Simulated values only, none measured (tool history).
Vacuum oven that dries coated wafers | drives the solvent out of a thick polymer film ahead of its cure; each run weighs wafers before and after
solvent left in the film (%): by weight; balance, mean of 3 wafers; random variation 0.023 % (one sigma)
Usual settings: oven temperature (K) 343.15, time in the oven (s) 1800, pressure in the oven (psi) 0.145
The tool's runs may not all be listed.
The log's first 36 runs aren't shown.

run,hour,oven temperature (K),time in the oven (s),pressure in the oven (psi),hours of work since the thermocouples were calibrated,hours of work since the vacuum gauge was cleaned of residue,solvent left in the film (%)
37,514.9,331.15,1800,0.218,557,380,7.90
38,529.8,331.15,1800,0.218,564,387,7.84
39,548.5,347.15,900,0.104,573,396,4.27
40,563.7,346.15,1980,0.413,580,404,2.37
41,579.9,346.15,1980,0.413,588,412,2.43
42,597.7,346.15,1980,0.162,596,420,1.44
43,606.3,343.15,1800,0.376,601,424,3.41
44,615.2,328.15,1440,0.145,605,429,10.20
45,624.4,328.15,900,0.117,609,433,12.28
46,634.4,331.15,2700,0.554,614,438,7.60
47,647.9,353.15,2700,0.554,621,444,1.62
48,660.4,332.15,1800,0.145,627,450,7.00

3 ways to go on from here, each from the tool as it stands after run 48. What would each give?
A,674.1,332.15,1020,0.145,633,457,?
B,674.1,350.15,1320,0.463,633,457,?
C,674.1,349.15,1800,0.145,633,457,?

run,solvent left in the film (%)
A,10.26
B,2.64
C,1.11
Without the tool's hidden state the same runs would have given:
run,solvent left in the film (%)
A,10.28
B,2.65
C,1.12
